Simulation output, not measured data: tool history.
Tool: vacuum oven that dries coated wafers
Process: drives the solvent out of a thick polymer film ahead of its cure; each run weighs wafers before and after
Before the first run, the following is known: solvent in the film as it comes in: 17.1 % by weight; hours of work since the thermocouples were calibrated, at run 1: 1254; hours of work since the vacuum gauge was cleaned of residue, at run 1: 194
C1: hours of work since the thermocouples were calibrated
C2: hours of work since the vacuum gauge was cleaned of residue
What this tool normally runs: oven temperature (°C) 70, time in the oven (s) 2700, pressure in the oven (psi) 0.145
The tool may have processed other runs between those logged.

run 1 hour=0.0 | oven_temperature_(°C)=70 time_in_the_oven_(s)=2700 pressure_in_the_oven_(psi)=0.145 | C1=1254 C2=194 | solvent_left_in_the_film_(%)=1.44
run 2 hour=19.8 | oven_temperature_(°C)=70 time_in_the_oven_(s)=2700 pressure_in_the_oven_(psi)=0.145 | C1=1268 C2=208 | solvent_left_in_the_film_(%)=1.44
run 3 hour=46.0 | oven_temperature_(°C)=70 time_in_the_oven_(s)=1380 pressure_in_the_oven_(psi)=0.145 | C1=1287 C2=226 | solvent_left_in_the_film_(%)=3.69
run 4 hour=63.7 | oven_temperature_(°C)=70 time_in_the_oven_(s)=1380 pressure_in_the_oven_(psi)=0.145 | C1=1299 C2=239 | solvent_left_in_the_film_(%)=3.85
run 5 hour=84.2 | oven_temperature_(°C)=70 time_in_the_oven_(s)=1380 pressure_in_the_oven_(psi)=0.145 | C1=1314 C2=253 | solvent_left_in_the_film_(%)=3.90
run 6 hour=101.4 | oven_temperature_(°C)=70 time_in_the_oven_(s)=1380 pressure_in_the_oven_(psi)=0.145 | C1=1326 C2=265 | solvent_left_in_the_film_(%)=3.88
run 7 hour=125.6 | oven_temperature_(°C)=70 time_in_the_oven_(s)=1380 pressure_in_the_oven_(psi)=0.104 | C1=1343 C2=282 | solvent_left_in_the_film_(%)=3.81
run 8 hour=146.3 | oven_temperature_(°C)=70 time_in_the_oven_(s)=1380 pressure_in_the_oven_(psi)=0.104 | C1=1357 C2=297 | solvent_left_in_the_film_(%)=3.78
run 9 hour=167.1 | oven_temperature_(°C)=70 time_in_the_oven_(s)=2700 pressure_in_the_oven_(psi)=0.174 | C1=1372 C2=312 | solvent_left_in_the_film_(%)=1.62
run 10 hour=185.8 | oven_temperature_(°C)=59 time_in_the_oven_(s)=2700 pressure_in_the_oven_(psi)=0.145 | C1=1385 C2=325 | solvent_left_in_the_film_(%)=4.55
run 11 hour=211.1 | oven_temperature_(°C)=59 time_in_the_oven_(s)=2700 pressure_in_the_oven_(psi)=0.145 | C1=1403 C2=343 | solvent_left_in_the_film_(%)=4.57
run 12 hour=238.2 | oven_temperature_(°C)=59 time_in_the_oven_(s)=2700 pressure_in_the_oven_(psi)=0.145 | C1=1422 C2=362 | solvent_left_in_the_film_(%)=4.67
run 13 hour=250.5 | oven_temperature_(°C)=70 time_in_the_oven_(s)=2700 pressure_in_the_oven_(psi)=0.145 | C1=1431 C2=371 | solvent_left_in_the_film_(%)=1.48
run 14 hour=263.5 | oven_temperature_(°C)=84 time_in_the_oven_(s)=2700 pressure_in_the_oven_(psi)=0.145 | C1=1440 C2=380 | solvent_left_in_the_film_(%)=0.42
run 15 hour=275.0 | oven_temperature_(°C)=70 time_in_the_oven_(s)=2700 pressure_in_the_oven_(psi)=0.145 | C1=1448 C2=388 | solvent_left_in_the_film_(%)=1.57
run 16 hour=289.8 | oven_temperature_(°C)=70 time_in_the_oven_(s)=2700 pressure_in_the_oven_(psi)=0.145 | C1=1459 C2=399 | solvent_left_in_the_film_(%)=1.54
run 17 hour=315.4 | oven_temperature_(°C)=70 time_in_the_oven_(s)=2700 pressure_in_the_oven_(psi)=0.145 | C1=1477 C2=417 | solvent_left_in_the_film_(%)=1.49
run 18 hour=328.6 | oven_temperature_(°C)=70 time_in_the_oven_(s)=2700 pressure_in_the_oven_(psi)=0.145 | C1=1486 C2=426 | solvent_left_in_the_film_(%)=1.52
-- hour=331.2 vacuum gauge cleaned of residue and calibrated
run 19 hour=349.5 | oven_temperature_(°C)=76 time_in_the_oven_(s)=2700 pressure_in_the_oven_(psi)=0.145 | C1=1500 C2=13 | solvent_left_in_the_film_(%)=0.86
run 20 hour=374.6 | oven_temperature_(°C)=56 time_in_the_oven_(s)=4380 pressure_in_the_oven_(psi)=0.131 | C1=1518 C2=31 | solvent_left_in_the_film_(%)=3.52
run 21 hour=395.2 | oven_temperature_(°C)=64 time_in_the_oven_(s)=2700 pressure_in_the_oven_(psi)=0.131 | C1=1532 C2=45 | solvent_left_in_the_film_(%)=2.94
-- hour=410.1 vacuum gauge cleaned of residue and calibrated, once more
run 22 hour=414.7 | oven_temperature_(°C)=64 time_in_the_oven_(s)=1980 pressure_in_the_oven_(psi)=0.080 | C1=1545 C2=3 | solvent_left_in_the_film_(%)=4.08
run 23 hour=428.8 | oven_temperature_(°C)=64 time_in_the_oven_(s)=1980 pressure_in_the_oven_(psi)=0.080 | C1=1555 C2=13 | solvent_left_in_the_film_(%)=4.06
run 24 hour=449.6 | oven_temperature_(°C)=62 time_in_the_oven_(s)=1860 pressure_in_the_oven_(psi)=0.102 | C1=1570 C2=28 | solvent_left_in_the_film_(%)=5.19
run 25 hour=465.1 | oven_temperature_(°C)=62 time_in_the_oven_(s)=1860 pressure_in_the_oven_(psi)=0.102 | C1=1581 C2=39 | solvent_left_in_the_film_(%)=5.28
run 26 hour=483.5 | oven_temperature_(°C)=70 time_in_the_oven_(s)=3720 pressure_in_the_oven_(psi)=0.412 | C1=1594 C2=52 | solvent_left_in_the_film_(%)=2.20
-- hour=492.1 oven's thermocouples calibrated
run 27 hour=504.8 | oven_temperature_(°C)=76 time_in_the_oven_(s)=3720 pressure_in_the_oven_(psi)=0.412 | C1=9 C2=66 | solvent_left_in_the_film_(%)=1.24
run 28 hour=528.2 | oven_temperature_(°C)=76 time_in_the_oven_(s)=3720 pressure_in_the_oven_(psi)=0.412 | C1=25 C2=82 | solvent_left_in_the_film_(%)=1.21
run 29 hour=545.7 | oven_temperature_(°C)=76 time_in_the_oven_(s)=3720 pressure_in_the_oven_(psi)=0.412 | C1=38 C2=94 | solvent_left_in_the_film_(%)=1.25
run 30 hour=564.1 | oven_temperature_(°C)=71 time_in_the_oven_(s)=3720 pressure_in_the_oven_(psi)=0.212 | C1=51 C2=107 | solvent_left_in_the_film_(%)=0.87
run 31 hour=587.3 | oven_temperature_(°C)=71 time_in_the_oven_(s)=3720 pressure_in_the_oven_(psi)=0.212 | C1=67 C2=124 | solvent_left_in_the_film_(%)=0.87
run 32 hour=602.9 | oven_temperature_(°C)=70 time_in_the_oven_(s)=1500 pressure_in_the_oven_(psi)=0.119 | C1=78 C2=135 | solvent_left_in_the_film_(%)=2.68
run 33 hour=618.6 | oven_temperature_(°C)=70 time_in_the_oven_(s)=1500 pressure_in_the_oven_(psi)=0.119 | C1=89 C2=146 | solvent_left_in_the_film_(%)=2.67
run 34 hour=631.9 | oven_temperature_(°C)=70 time_in_the_oven_(s)=1500 pressure_in_the_oven_(psi)=0.119 | C1=99 C2=155 | solvent_left_in_the_film_(%)=2.56
run 35 hour=646.0 | oven_temperature_(°C)=70 time_in_the_oven_(s)=1500 pressure_in_the_oven_(psi)=0.119 | C1=109 C2=165 | solvent_left_in_the_film_(%)=2.61
run 36 hour=667.1 | oven_temperature_(°C)=70 time_in_the_oven_(s)=2700 pressure_in_the_oven_(psi)=0.299 | C1=124 C2=180 | solvent_left_in_the_film_(%)=1.75
run 37 hour=684.3 | oven_temperature_(°C)=58 time_in_the_oven_(s)=1560 pressure_in_the_oven_(psi)=0.495 | C1=136 C2=192 | solvent_left_in_the_film_(%)=8.11

3 ways to go on from here, each from the tool as it stands after run 37. What would each give?
run A hour=709.2 | oven_temperature_(°C)=61 time_in_the_oven_(s)=3660 pressure_in_the_oven_(psi)=0.180 | C1=153 C2=210 | solvent_left_in_the_film_(%)=?
run B hour=709.2 | oven_temperature_(°C)=55 time_in_the_oven_(s)=1500 pressure_in_the_oven_(psi)=0.097 | C1=153 C2=210 | solvent_left_in_the_film_(%)=?
run C hour=709.2 | oven_temperature_(°C)=81 time_in_the_oven_(s)=3300 pressure_in_the_oven_(psi)=0.232 | C1=153 C2=210 | solvent_left_in_the_film_(%)=?

run=A solvent_left_in_the_film_(%)=2.11
run=B solvent_left_in_the_film_(%)=7.52
run=C solvent_left_in_the_film_(%)=0.61
Without the tool's hidden state the same runs would have given:
run=A solvent_left_in_the_film_(%)=2.04
run=B solvent_left_in_the_film_(%)=7.43
run=C solvent_left_in_the_film_(%)=0.59
